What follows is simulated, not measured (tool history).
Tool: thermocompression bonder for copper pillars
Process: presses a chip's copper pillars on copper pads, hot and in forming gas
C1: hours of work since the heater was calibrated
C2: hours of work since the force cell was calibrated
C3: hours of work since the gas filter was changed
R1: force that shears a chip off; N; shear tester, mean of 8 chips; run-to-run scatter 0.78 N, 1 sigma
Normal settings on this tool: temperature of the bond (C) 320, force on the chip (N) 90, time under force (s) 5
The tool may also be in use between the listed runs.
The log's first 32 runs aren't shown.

run 33 hour=483.1 | temperature_of_the_bond_(C)=336 force_on_the_chip_(N)=63 time_under_force_(s)=6 | C1=412 C2=353 C3=145 | R1=53.1
run 34 hour=502.9 | temperature_of_the_bond_(C)=290 force_on_the_chip_(N)=70 time_under_force_(s)=5 | C1=425 C2=366 C3=158 | R1=32.4
run 35 hour=517.8 | temperature_of_the_bond_(C)=320 force_on_the_chip_(N)=90 time_under_force_(s)=5 | C1=435 C2=376 C3=168 | R1=60.0
run 36 hour=534.0 | temperature_of_the_bond_(C)=331 force_on_the_chip_(N)=90 time_under_force_(s)=5 | C1=446 C2=387 C3=179 | R1=66.1
run 37 hour=552.6 | temperature_of_the_bond_(C)=344 force_on_the_chip_(N)=97 time_under_force_(s)=5 | C1=459 C2=399 C3=192 | R1=76.5
run 38 hour=573.1 | temperature_of_the_bond_(C)=313 force_on_the_chip_(N)=105 time_under_force_(s)=4 | C1=472 C2=413 C3=206 | R1=59.1
run 39 hour=590.4 | temperature_of_the_bond_(C)=313 force_on_the_chip_(N)=105 time_under_force_(s)=4 | C1=484 C2=425 C3=217 | R1=60.0
run 40 hour=599.0 | temperature_of_the_bond_(C)=320 force_on_the_chip_(N)=79 time_under_force_(s)=7 | C1=490 C2=430 C3=223 | R1=59.0

Forecast each of these 3 alternatives for the next run:
run A hour=617.5 | temperature_of_the_bond_(C)=320 force_on_the_chip_(N)=57 time_under_force_(s)=3 | C1=502 C2=443 C3=235 | R1=?
run B hour=617.5 | temperature_of_the_bond_(C)=320 force_on_the_chip_(N)=110 time_under_force_(s)=6 | C1=502 C2=443 C3=235 | R1=?
run C hour=617.5 | temperature_of_the_bond_(C)=302 force_on_the_chip_(N)=114 time_under_force_(s)=5 | C1=502 C2=443 C3=235 | R1=?

run=A R1=29.9
run=B R1=76.2
run=C R1=64.3
Take away the tool's hidden state, keep each run's random variation, and the runs would have read:
run=A R1=30.1
run=B R1=76.5
run=C R1=64.6
